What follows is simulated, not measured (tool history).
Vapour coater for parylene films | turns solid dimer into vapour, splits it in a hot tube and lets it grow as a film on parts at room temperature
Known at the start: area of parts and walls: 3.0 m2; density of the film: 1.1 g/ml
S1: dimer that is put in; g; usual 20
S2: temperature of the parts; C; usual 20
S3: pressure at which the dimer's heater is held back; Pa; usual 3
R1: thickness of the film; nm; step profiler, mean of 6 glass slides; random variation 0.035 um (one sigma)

Run 1, hour 0: usual settings. Result: R1 3450 nm.
Run 2, hour 27.8: usual settings but S3 3.81 Pa. Result: R1 3310 nm.
Run 3, hour 76.4: usual settings but S3 6.67 Pa. Result: R1 2900 nm.
Run 4, hour 113.3: usual settings but S3 6.67 Pa. Result: R1 2930 nm.
Run 5, hour 143.4: usual settings but S3 6.67 Pa. Result: R1 2900 nm.
Run 6, hour 184.9: usual settings but S1 13 g. Result: R1 2230 nm.
Run 7, hour 245.2: usual settings but S1 19 g. Result: R1 3180 nm.
Run 8, hour 289.8: usual settings but S1 19 g, S2 21 C. Result: R1 2960 nm.
Run 9, hour 327.8: usual settings but S1 19 g, S2 21 C. Result: R1 3000 nm.
At hour 362.6: trap's valve overhauled.
Run 10, hour 386.4: usual settings but S2 26 C. Result: R1 2460 nm.
Run 11, hour 415.3: usual settings but S2 26 C. Result: R1 2440 nm.
Run 12, hour 463.3: usual settings but S2 26 C. Result: R1 2430 nm.
At hour 474.8: trap's valve overhauled, once more.
Run 13, hour 532.1: usual settings but S2 26 C. Result: R1 2700 nm.
Run 14, hour 560.1: usual settings but S2 26 C. Result: R1 2660 nm.
Run 15, hour 626: usual settings but S2 26 C. Result: R1 2600 nm.
Run 16, hour 678.4: usual settings but S2 26 C. Result: R1 2640 nm.
Run 17, hour 743.5: usual settings but S2 26 C. Result: R1 2610 nm.
Run 18, hour 794.9: usual settings but S2 26 C. Result: R1 2600 nm.
Run 19, hour 846.9: usual settings but S3 2.93 Pa. Result: R1 3280 nm.
Run 20, hour 893.8: usual settings but S3 2.93 Pa. Result: R1 3300 nm.
Run 21, hour 959.7: usual settings but S1 9 g, S2 25 C, S3 2.93 Pa. Result: R1 1170 nm.
At hour 971.4: trap's valve overhauled.
Run 22, hour 1030.7: usual settings but S1 9 g, S2 29 C, S3 6.3 Pa. Result: R1 900 nm.
Run 23, hour 1069.6: usual settings but S1 16 g, S3 11.95 Pa. Result: R1 2120 nm.
Run 24, hour 1118.2: usual settings but S1 16 g, S3 5.06 Pa. Result: R1 2480 nm.
Run 25, hour 1166.7: usual settings but S1 30 g, S2 29 C, S3 5.68 Pa. Result: R1 3020 nm.
Run 26, hour 1195.2: usual settings but S1 28 g. Result: R1 4730 nm.
Run 27, hour 1231.5: usual settings but S1 16 g, S2 14 C. Result: R1 3420 nm.
Run 28, hour 1292.8: usual settings but S2 12 C, S3 4.11 Pa. Result: R1 4440 nm.

Run 29 comes next. What will it give?
Run 29, hour 1358.6: usual settings but S1 10 g, S2 13 C, S3 4.03 Pa. Result: R1 ?.

R1: 2090 nm
Without the tool's hidden state the same run would have given R1 2260 nm.

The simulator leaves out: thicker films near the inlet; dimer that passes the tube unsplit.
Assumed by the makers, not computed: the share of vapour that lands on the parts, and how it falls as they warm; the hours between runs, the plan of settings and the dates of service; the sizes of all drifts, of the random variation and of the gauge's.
